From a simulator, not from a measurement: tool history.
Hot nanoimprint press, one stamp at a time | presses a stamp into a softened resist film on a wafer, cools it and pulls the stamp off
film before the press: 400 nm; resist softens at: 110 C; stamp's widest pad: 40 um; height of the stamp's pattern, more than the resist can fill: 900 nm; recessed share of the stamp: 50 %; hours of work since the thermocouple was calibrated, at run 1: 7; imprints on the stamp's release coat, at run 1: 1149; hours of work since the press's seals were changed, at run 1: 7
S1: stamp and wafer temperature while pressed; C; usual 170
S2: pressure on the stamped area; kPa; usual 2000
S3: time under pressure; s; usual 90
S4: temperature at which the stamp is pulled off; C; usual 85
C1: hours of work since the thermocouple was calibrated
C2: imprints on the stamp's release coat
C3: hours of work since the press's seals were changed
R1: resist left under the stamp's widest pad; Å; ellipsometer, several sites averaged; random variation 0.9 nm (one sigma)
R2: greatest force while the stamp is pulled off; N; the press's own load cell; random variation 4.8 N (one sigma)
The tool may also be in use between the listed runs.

run,day,S1,S2,S3,S4,C1,C2,C3,R1,R2
1,0,170,2000,90,85,7,1149,7,2106,240
2,3.433,170,2000,90,85,71,1631,71,2099,236
3,5.883,170,2000,90,85,116,1975,116,2119,235
# day 7.771: stamp cleaned and given a new release coat
4,9.588,170,2000,90,85,180,255,180,2099,232
5,11.992,170,2000,90,85,224,592,224,2105,231
6,14.775,170,2000,90,85,276,983,276,2105,241
# day 16.033: plate thermocouple calibrated
7,16.567,170,2000,90,85,10,1217,307,2090,236
8,18.529,170,2000,90,85,46,1492,343,2118,236
9,20.667,170,2000,90,85,86,1793,382,2080,235
# day 23.892: stamp cleaned and given a new release coat
10,24.2,170,2000,90,85,146,44,443,2099,232
11,26.567,170,2190,90,85,190,376,487,1992,241
12,28.596,172,1700,90,78,228,660,524,2129,264
# day 29.604: press's hydraulic seals changed and the load cell set to zero
13,32.396,175,1850,57,70,292,1148,52,2110,326
# day 32.879: plate thermocouple calibrated
14,34.242,170,2000,53,85,25,1389,83,2419,233
15,36.35,170,2000,53,85,64,1685,122,2431,226
16,39.183,170,2000,54,81,117,2083,175,2428,245
# day 40.217: stamp cleaned and given a new release coat
17,42.592,170,2000,54,81,175,334,233,2411,250
18,45.833,170,1310,78,87,235,789,293,2602,224
19,47.812,182,1680,56,70,272,1067,330,1773,320

Forecast each of these 3 alternatives for the next run:
# day 49.358: plate thermocouple calibrated
A,50.417,177,1680,75,70,20,1415,376,?,?
# day 49.358: plate thermocouple calibrated
B,50.417,170,2000,90,83,20,1415,376,?,?
# day 49.358: plate thermocouple calibrated
C,50.417,169,1680,56,81,20,1415,376,?,?

run,R1,R2
A,1888,327
B,2070,250
C,2638,260
Without the tool's hidden state the same runs would have given:
run,R1,R2
A,1919,326
B,2104,248
C,2681,259
